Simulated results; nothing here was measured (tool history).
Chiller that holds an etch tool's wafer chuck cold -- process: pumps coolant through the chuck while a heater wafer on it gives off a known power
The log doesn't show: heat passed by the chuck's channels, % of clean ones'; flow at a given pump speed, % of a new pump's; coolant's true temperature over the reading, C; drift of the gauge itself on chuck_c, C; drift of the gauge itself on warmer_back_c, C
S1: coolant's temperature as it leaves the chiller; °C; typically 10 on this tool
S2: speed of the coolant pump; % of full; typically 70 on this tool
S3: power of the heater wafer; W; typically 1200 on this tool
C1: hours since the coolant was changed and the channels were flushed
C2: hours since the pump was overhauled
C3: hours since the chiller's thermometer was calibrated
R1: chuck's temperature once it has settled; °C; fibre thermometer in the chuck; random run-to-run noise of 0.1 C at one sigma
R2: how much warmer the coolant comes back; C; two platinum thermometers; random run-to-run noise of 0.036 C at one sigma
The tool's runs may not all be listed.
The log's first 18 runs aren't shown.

run,day,S1,S2,S3,C1,C2,C3,R1,R2
19,112.771,8,70,1011,4663,457,414,24.0,5.49
20,117.292,10,86,1200,4771,566,522,26.2,5.10
21,123.275,5,92,1000,4915,709,666,18.2,3.97
22,129.400,10,96,1200,5062,856,813,25.1,4.54
23,134.042,15,75,1233,5173,968,924,33.6,6.26
# day 137.883: chiller's thermometer calibrated, once more
24,142.742,18,77,768,5381,1175,117,29.0,3.74
25,149.850,17,80,1740,5552,1346,287,41.4,8.19
26,156.575,17,96,1602,5713,1507,449,36.6,6.14
27,164.750,17,88,1602,5909,1704,645,38.1,6.77
28,169.546,13,79,1623,6025,1819,760,36.4,7.83
29,175.908,13,79,1623,6177,1971,913,36.6,7.80
30,179.700,13,85,1623,6268,2062,1004,35.2,7.19
31,185.971,2,91,989,6419,2213,1154,15.2,4.09
32,191.517,8,70,1577,6552,2346,1287,33.6,8.81

Here are 4 independent what-if runs from the current tool condition. What would each one return?
A,200.021,3,79,800,6756,2550,1491,?,?
B,200.021,17,70,1200,6756,2550,1491,?,?
C,200.021,7,70,853,6756,2550,1491,?,?
D,200.021,12,70,711,6756,2550,1491,?,?

run,R1,R2
A,15.0,3.92
B,36.6,6.69
C,20.8,4.76
D,23.8,3.98
What these runs would have given with no unlogged condition in the tool:
run,R1,R2
A,12.9,3.75
B,33.4,6.39
C,18.5,4.55
D,21.8,3.81
